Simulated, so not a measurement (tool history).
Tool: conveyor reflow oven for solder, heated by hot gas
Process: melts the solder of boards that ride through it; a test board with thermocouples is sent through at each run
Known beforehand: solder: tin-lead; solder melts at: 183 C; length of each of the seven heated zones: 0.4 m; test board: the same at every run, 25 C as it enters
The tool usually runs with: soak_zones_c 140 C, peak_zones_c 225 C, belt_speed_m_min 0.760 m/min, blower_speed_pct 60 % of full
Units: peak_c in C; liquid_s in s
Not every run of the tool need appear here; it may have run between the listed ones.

run 1 hour=0.0 | soak_zones_c=140 peak_zones_c=225 belt_speed_m_min=0.760 blower_speed_pct=60 | peak_c=205.8 liquid_s=38.2
run 2 hour=12.0 | soak_zones_c=140 peak_zones_c=225 belt_speed_m_min=0.865 blower_speed_pct=60 | peak_c=201.1 liquid_s=28.4
run 3 hour=26.8 | soak_zones_c=140 peak_zones_c=225 belt_speed_m_min=0.865 blower_speed_pct=60 | peak_c=201.1 liquid_s=28.1
run 4 hour=37.3 | soak_zones_c=140 peak_zones_c=225 belt_speed_m_min=0.760 blower_speed_pct=56 | peak_c=203.7 liquid_s=36.3
run 5 hour=43.8 | soak_zones_c=139 peak_zones_c=225 belt_speed_m_min=0.760 blower_speed_pct=56 | peak_c=204.1 liquid_s=35.9
run 6 hour=53.3 | soak_zones_c=140 peak_zones_c=225 belt_speed_m_min=0.760 blower_speed_pct=60 | peak_c=205.6 liquid_s=38.1
run 7 hour=62.0 | soak_zones_c=140 peak_zones_c=225 belt_speed_m_min=0.760 blower_speed_pct=55 | peak_c=203.1 liquid_s=35.8
run 8 hour=73.5 | soak_zones_c=140 peak_zones_c=225 belt_speed_m_min=0.760 blower_speed_pct=60 | peak_c=205.3 liquid_s=38.2
run 9 hour=84.9 | soak_zones_c=140 peak_zones_c=225 belt_speed_m_min=0.760 blower_speed_pct=60 | peak_c=204.3 liquid_s=38.1
run 10 hour=99.5 | soak_zones_c=140 peak_zones_c=225 belt_speed_m_min=0.760 blower_speed_pct=86 | peak_c=211.1 liquid_s=44.3
run 11 hour=113.2 | soak_zones_c=140 peak_zones_c=225 belt_speed_m_min=0.760 blower_speed_pct=86 | peak_c=210.8 liquid_s=45.1
run 12 hour=121.4 | soak_zones_c=140 peak_zones_c=225 belt_speed_m_min=0.760 blower_speed_pct=86 | peak_c=211.5 liquid_s=44.5
run 13 hour=133.7 | soak_zones_c=144 peak_zones_c=235 belt_speed_m_min=0.671 blower_speed_pct=88 | peak_c=224.0 liquid_s=60.9
run 14 hour=142.7 | soak_zones_c=150 peak_zones_c=221 belt_speed_m_min=0.908 blower_speed_pct=56 | peak_c=197.0 liquid_s=24.3
run 15 hour=152.6 | soak_zones_c=140 peak_zones_c=222 belt_speed_m_min=0.749 blower_speed_pct=62 | peak_c=203.3 liquid_s=37.2
run 16 hour=162.6 | soak_zones_c=140 peak_zones_c=222 belt_speed_m_min=0.809 blower_speed_pct=62 | peak_c=200.6 liquid_s=30.6
run 17 hour=172.6 | soak_zones_c=153 peak_zones_c=225 belt_speed_m_min=0.743 blower_speed_pct=60 | peak_c=208.4 liquid_s=46.7

Branching from run 17: 3 alternative next runs. What would each branch give?
run A hour=179.6 | soak_zones_c=133 peak_zones_c=230 belt_speed_m_min=0.760 blower_speed_pct=73 | peak_c=? liquid_s=?
run B hour=179.6 | soak_zones_c=153 peak_zones_c=236 belt_speed_m_min=0.743 blower_speed_pct=60 | peak_c=? liquid_s=?
run C hour=179.6 | soak_zones_c=155 peak_zones_c=225 belt_speed_m_min=0.760 blower_speed_pct=60 | peak_c=? liquid_s=?

run=A peak_c=210.6 liquid_s=41.8
run=B peak_c=217.4 liquid_s=53.2
run=C peak_c=208.2 liquid_s=46.5
Take away the tool's hidden state, keep each run's random variation, and the runs would have read:
run=A peak_c=213.5 liquid_s=44.0
run=B peak_c=219.9 liquid_s=54.6
run=C peak_c=210.5 liquid_s=48.4
